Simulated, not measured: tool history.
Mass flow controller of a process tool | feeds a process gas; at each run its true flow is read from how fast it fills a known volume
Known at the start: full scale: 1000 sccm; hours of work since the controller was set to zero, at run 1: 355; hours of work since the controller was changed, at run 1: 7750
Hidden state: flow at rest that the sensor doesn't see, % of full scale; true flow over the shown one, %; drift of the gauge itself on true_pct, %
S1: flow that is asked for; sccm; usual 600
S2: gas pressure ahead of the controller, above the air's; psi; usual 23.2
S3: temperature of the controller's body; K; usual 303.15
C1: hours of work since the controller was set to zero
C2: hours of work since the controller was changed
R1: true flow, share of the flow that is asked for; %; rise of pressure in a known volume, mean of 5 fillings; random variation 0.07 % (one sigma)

run 1 day=0.000 | S1=600 S2=23.2 S3=303.15 | C1=355 C2=7750 | R1=101.52
run 2 day=18.317 | S1=600 S2=23.2 S3=297.15 | C1=546 C2=7941 | R1=102.08
run 3 day=38.467 | S1=150 S2=23.2 S3=303.15 | C1=756 C2=8151 | R1=101.79
run 4 day=48.242 | S1=150 S2=23.2 S3=303.15 | C1=857 C2=8252 | R1=102.02
run 5 day=67.512 | S1=150 S2=23.2 S3=303.15 | C1=1058 C2=8453 | R1=102.30
run 6 day=76.400 | S1=150 S2=23.2 S3=303.15 | C1=1150 C2=8545 | R1=102.40
run 7 day=95.071 | S1=600 S2=23.2 S3=296.15 | C1=1345 C2=8740 | R1=102.49
run 8 day=105.404 | S1=600 S2=23.2 S3=296.15 | C1=1452 C2=8847 | R1=102.56
run 9 day=125.054 | S1=600 S2=23.2 S3=296.15 | C1=1657 C2=9052 | R1=102.63
run 10 day=141.392 | S1=600 S2=29.9 S3=296.15 | C1=1827 C2=9222 | R1=102.70
run 11 day=158.262 | S1=165 S2=32.6 S3=305.15 | C1=2002 C2=9397 | R1=103.22
run 12 day=171.762 | S1=165 S2=32.6 S3=305.15 | C1=2143 C2=9538 | R1=103.38
run 13 day=187.633 | S1=299 S2=25.1 S3=294.15 | C1=2308 C2=9703 | R1=103.41
run 14 day=206.329 | S1=299 S2=29.0 S3=297.15 | C1=2502 C2=9897 | R1=103.36
run 15 day=224.896 | S1=178 S2=23.6 S3=295.15 | C1=2696 C2=10090 | R1=104.60
run 16 day=233.871 | S1=235 S2=23.2 S3=300.15 | C1=2789 C2=10184 | R1=103.64
run 17 day=249.329 | S1=235 S2=23.2 S3=300.15 | C1=2950 C2=10345 | R1=103.91

3 ways to go on from here, each from the tool as it stands after run 17. What would each give?
run A day=267.650 | S1=118 S2=23.2 S3=300.15 | C1=3140 C2=10535 | R1=?
run B day=267.650 | S1=218 S2=35.0 S3=306.15 | C1=3140 C2=10535 | R1=?
run C day=267.650 | S1=391 S2=23.2 S3=297.15 | C1=3140 C2=10535 | R1=?

run=A R1=105.91
run=B R1=103.92
run=C R1=103.47
Without the tool's hidden state the same runs would have given:
run=A R1=99.15
run=B R1=99.00
run=C R1=99.51

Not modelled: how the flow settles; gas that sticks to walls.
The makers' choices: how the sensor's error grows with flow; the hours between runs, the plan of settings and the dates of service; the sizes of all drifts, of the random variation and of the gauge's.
